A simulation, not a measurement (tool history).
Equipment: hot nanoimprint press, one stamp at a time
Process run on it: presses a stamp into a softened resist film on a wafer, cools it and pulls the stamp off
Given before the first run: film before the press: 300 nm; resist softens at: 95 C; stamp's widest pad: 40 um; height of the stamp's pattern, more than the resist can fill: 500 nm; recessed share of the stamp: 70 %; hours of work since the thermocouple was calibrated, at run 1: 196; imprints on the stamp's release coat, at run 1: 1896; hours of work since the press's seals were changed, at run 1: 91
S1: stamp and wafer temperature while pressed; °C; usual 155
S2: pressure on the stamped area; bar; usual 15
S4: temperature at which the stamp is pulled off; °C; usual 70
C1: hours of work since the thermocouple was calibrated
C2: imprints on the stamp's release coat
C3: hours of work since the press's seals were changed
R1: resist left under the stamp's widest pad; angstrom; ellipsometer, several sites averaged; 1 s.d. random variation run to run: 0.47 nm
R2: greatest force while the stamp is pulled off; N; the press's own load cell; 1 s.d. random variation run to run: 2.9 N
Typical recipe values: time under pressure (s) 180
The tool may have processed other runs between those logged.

run 1 hour=0 | S1=155 S2=15 time_under_pressure_(s)=180 S4=70 | C1=196 C2=1896 C3=91 | R1=1471 R2=175
run 2 hour=7.3 | S1=155 S2=15 time_under_pressure_(s)=180 S4=70 | C1=201 C2=1930 C3=95 | R1=1479 R2=173
run 3 hour=13.8 | S1=162 S2=15 time_under_pressure_(s)=180 S4=70 | C1=205 C2=1961 C3=99 | R1=1121 R2=178
run 4 hour=21.7 | S1=162 S2=15 time_under_pressure_(s)=180 S4=70 | C1=210 C2=1999 C3=104 | R1=1134 R2=182
run 5 hour=31.4 | S1=162 S2=15 time_under_pressure_(s)=180 S4=70 | C1=216 C2=2044 C3=110 | R1=1125 R2=185
run 6 hour=37.2 | S1=162 S2=15 time_under_pressure_(s)=180 S4=70 | C1=219 C2=2072 C3=114 | R1=1137 R2=180
run 7 hour=42.4 | S1=162 S2=15 time_under_pressure_(s)=180 S4=70 | C1=222 C2=2096 C3=117 | R1=1142 R2=186
run 8 hour=46.7 | S1=162 S2=15 time_under_pressure_(s)=180 S4=70 | C1=225 C2=2117 C3=119 | R1=1127 R2=183
run 9 hour=52.2 | S1=162 S2=15 time_under_pressure_(s)=180 S4=70 | C1=228 C2=2143 C3=123 | R1=1133 R2=180
run 10 hour=61.9 | S1=162 S2=15 time_under_pressure_(s)=180 S4=70 | C1=234 C2=2189 C3=129 | R1=1141 R2=185
run 11 hour=67.5 | S1=155 S2=15 time_under_pressure_(s)=180 S4=70 | C1=238 C2=2215 C3=132 | R1=1483 R2=191
run 12 hour=74.4 | S1=155 S2=15 time_under_pressure_(s)=180 S4=70 | C1=242 C2=2248 C3=136 | R1=1488 R2=185
run 13 hour=82.1 | S1=155 S2=10.5 time_under_pressure_(s)=180 S4=70 | C1=247 C2=2284 C3=141 | R1=1712 R2=191
run 14 hour=86.8 | S1=150 S2=15 time_under_pressure_(s)=183 S4=70 | C1=249 C2=2307 C3=144 | R1=1777 R2=177
run 15 hour=94.7 | S1=162 S2=21.2 time_under_pressure_(s)=183 S4=70 | C1=254 C2=2344 C3=149 | R1=960 R2=187
run 16 hour=104.5 | S1=165 S2=10.5 time_under_pressure_(s)=180 S4=74 | C1=260 C2=2390 C3=155 | R1=1210 R2=187
-- hour=115.9 stamp cleaned and given a new release coat
run 17 hour=115.9 | S1=165 S2=10.5 time_under_pressure_(s)=180 S4=74 | C1=264 C2=0 C3=158 | R1=1209 R2=130
run 18 hour=123.2 | S1=151 S2=15 time_under_pressure_(s)=180 S4=69 | C1=268 C2=34 C3=162 | R1=1736 R2=136
run 19 hour=132.8 | S1=151 S2=15 time_under_pressure_(s)=180 S4=69 | C1=274 C2=80 C3=168 | R1=1722 R2=145
run 20 hour=138.1 | S1=151 S2=17.1 time_under_pressure_(s)=260 S4=55 | C1=277 C2=105 C3=171 | R1=1446 R2=162
run 21 hour=147.9 | S1=151 S2=17.1 time_under_pressure_(s)=260 S4=55 | C1=283 C2=151 C3=177 | R1=1447 R2=162
run 22 hour=152.6 | S1=163 S2=11.5 time_under_pressure_(s)=162 S4=75 | C1=286 C2=174 C3=180 | R1=1301 R2=134
run 23 hour=158.9 | S1=155 S2=11.8 time_under_pressure_(s)=180 S4=78 | C1=290 C2=203 C3=184 | R1=1646 R2=136
run 24 hour=164.2 | S1=155 S2=11.8 time_under_pressure_(s)=180 S4=78 | C1=293 C2=228 C3=187 | R1=1644 R2=131
run 25 hour=173.8 | S1=150 S2=14.9 time_under_pressure_(s)=325 S4=65 | C1=299 C2=274 C3=193 | R1=1472 R2=147

Forecast each of these 3 alternatives for the next run:
run A hour=179.4 | S1=150 S2=10.9 time_under_pressure_(s)=325 S4=65 | C1=302 C2=300 C3=197 | R1=? R2=?
run B hour=179.4 | S1=150 S2=15 time_under_pressure_(s)=180 S4=70 | C1=302 C2=300 C3=197 | R1=? R2=?
run C hour=179.4 | S1=150 S2=14.9 time_under_pressure_(s)=243 S4=65 | C1=302 C2=300 C3=197 | R1=? R2=?

run=A R1=1679 R2=151
run=B R1=1791 R2=144
run=C R1=1637 R2=154
Had the tool no hidden state, the same runs would have come out as:
run=A R1=1604 R2=143
run=B R1=1714 R2=136
run=C R1=1561 R2=146

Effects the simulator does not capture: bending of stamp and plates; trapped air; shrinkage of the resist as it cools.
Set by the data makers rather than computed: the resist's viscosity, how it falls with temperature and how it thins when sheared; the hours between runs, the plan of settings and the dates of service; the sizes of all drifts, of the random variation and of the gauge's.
